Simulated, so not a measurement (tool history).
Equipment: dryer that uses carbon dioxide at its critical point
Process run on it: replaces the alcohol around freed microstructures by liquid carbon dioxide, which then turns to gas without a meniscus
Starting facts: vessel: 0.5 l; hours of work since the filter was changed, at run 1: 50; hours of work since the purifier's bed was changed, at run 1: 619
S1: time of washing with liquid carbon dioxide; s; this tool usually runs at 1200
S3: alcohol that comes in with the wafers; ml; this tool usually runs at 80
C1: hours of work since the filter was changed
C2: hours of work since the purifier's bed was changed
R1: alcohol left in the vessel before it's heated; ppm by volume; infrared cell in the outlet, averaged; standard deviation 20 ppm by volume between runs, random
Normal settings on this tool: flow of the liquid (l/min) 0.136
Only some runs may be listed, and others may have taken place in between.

run 1 day=0.000 | S1=1200 flow_of_the_liquid_(l/min)=0.136 S3=80 | C1=50 C2=619 | R1=1436
run 2 day=0.942 | S1=1200 flow_of_the_liquid_(l/min)=0.136 S3=80 | C1=67 C2=635 | R1=1400
run 3 day=1.950 | S1=1200 flow_of_the_liquid_(l/min)=0.136 S3=80 | C1=84 C2=653 | R1=1491
run 4 day=2.812 | S1=1200 flow_of_the_liquid_(l/min)=0.136 S3=80 | C1=99 C2=668 | R1=1462
run 5 day=3.688 | S1=960 flow_of_the_liquid_(l/min)=0.136 S3=80 | C1=115 C2=683 | R1=3728
run 6 day=5.079 | S1=960 flow_of_the_liquid_(l/min)=0.136 S3=80 | C1=139 C2=707 | R1=3803
run 7 day=5.883 | S1=960 flow_of_the_liquid_(l/min)=0.136 S3=80 | C1=153 C2=721 | R1=3795
run 8 day=7.212 | S1=960 flow_of_the_liquid_(l/min)=0.136 S3=80 | C1=176 C2=745 | R1=3962
run 9 day=8.371 | S1=960 flow_of_the_liquid_(l/min)=0.136 S3=80 | C1=197 C2=765 | R1=4035
run 10 day=9.750 | S1=960 flow_of_the_liquid_(l/min)=0.093 S3=80 | C1=221 C2=789 | R1=12598
run 11 day=10.612 | S1=960 flow_of_the_liquid_(l/min)=0.093 S3=80 | C1=236 C2=804 | R1=12645
run 12 day=11.804 | S1=1200 flow_of_the_liquid_(l/min)=0.100 S3=35 | C1=257 C2=825 | R1=2358
run 13 day=12.412 | S1=900 flow_of_the_liquid_(l/min)=0.098 S3=37 | C1=267 C2=835 | R1=6234
run 14 day=13.446 | S1=900 flow_of_the_liquid_(l/min)=0.127 S3=37 | C1=285 C2=854 | R1=3035
run 15 day=14.229 | S1=900 flow_of_the_liquid_(l/min)=0.127 S3=37 | C1=299 C2=867 | R1=3144
run 16 day=15.008 | S1=1080 flow_of_the_liquid_(l/min)=0.086 S3=21 | C1=313 C2=881 | R1=3221
run 17 day=16.142 | S1=1080 flow_of_the_liquid_(l/min)=0.086 S3=21 | C1=333 C2=901 | R1=3153
run 18 day=16.721 | S1=1080 flow_of_the_liquid_(l/min)=0.086 S3=46 | C1=343 C2=911 | R1=6939
run 19 day=17.350 | S1=1140 flow_of_the_liquid_(l/min)=0.171 S3=91 | C1=354 C2=922 | R1=931
run 20 day=18.329 | S1=1200 flow_of_the_liquid_(l/min)=0.143 S3=80 | C1=371 C2=939 | R1=1530
run 21 day=19.375 | S1=1080 flow_of_the_liquid_(l/min)=0.136 S3=97 | C1=389 C2=957 | R1=3549

4 options for the next run, each taken on its own from the tool as it stands now. Forecast them:
run A day=20.412 | S1=900 flow_of_the_liquid_(l/min)=0.136 S3=48 | C1=407 C2=975 | R1=?
run B day=20.412 | S1=900 flow_of_the_liquid_(l/min)=0.136 S3=97 | C1=407 C2=975 | R1=?
run C day=20.412 | S1=960 flow_of_the_liquid_(l/min)=0.095 S3=90 | C1=407 C2=975 | R1=?
run D day=20.412 | S1=840 flow_of_the_liquid_(l/min)=0.141 S3=39 | C1=407 C2=975 | R1=?

run=A R1=3489
run=B R1=6987
run=C R1=14537
run=D R1=3129
With no hidden state in the tool, these same runs would have given:
run=A R1=2568
run=B R1=5211
run=C R1=11707
run=D R1=2319
